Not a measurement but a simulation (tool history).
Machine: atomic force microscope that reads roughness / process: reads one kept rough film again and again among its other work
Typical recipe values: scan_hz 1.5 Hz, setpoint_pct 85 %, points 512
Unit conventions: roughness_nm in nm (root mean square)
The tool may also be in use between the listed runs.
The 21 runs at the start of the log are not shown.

run,hour,scan_hz,setpoint_pct,points,roughness_nm
22,658,1.06,67,512,3.76
23,685.1,1.06,67,512,3.752
24,733.4,1.06,67,512,3.748
25,772.8,1.06,67,512,3.716
# hour 792.1: new tip fitted
26,800,0.69,65,338,3.835
27,822.8,0.97,65,716,3.818
28,870.7,0.97,73,716,3.689
29,919,1.97,70,716,3.523
30,952.9,3.41,75,716,3.088

Expected results for the next run?
# hour 958.4: new tip fitted
31,973.7,1.5,68,512,?

Run 31 came out at roughness_nm 3.659 nm (root mean square).
Had the tool carried no hidden state, the very same run would have given roughness_nm 3.661 nm (root mean square).

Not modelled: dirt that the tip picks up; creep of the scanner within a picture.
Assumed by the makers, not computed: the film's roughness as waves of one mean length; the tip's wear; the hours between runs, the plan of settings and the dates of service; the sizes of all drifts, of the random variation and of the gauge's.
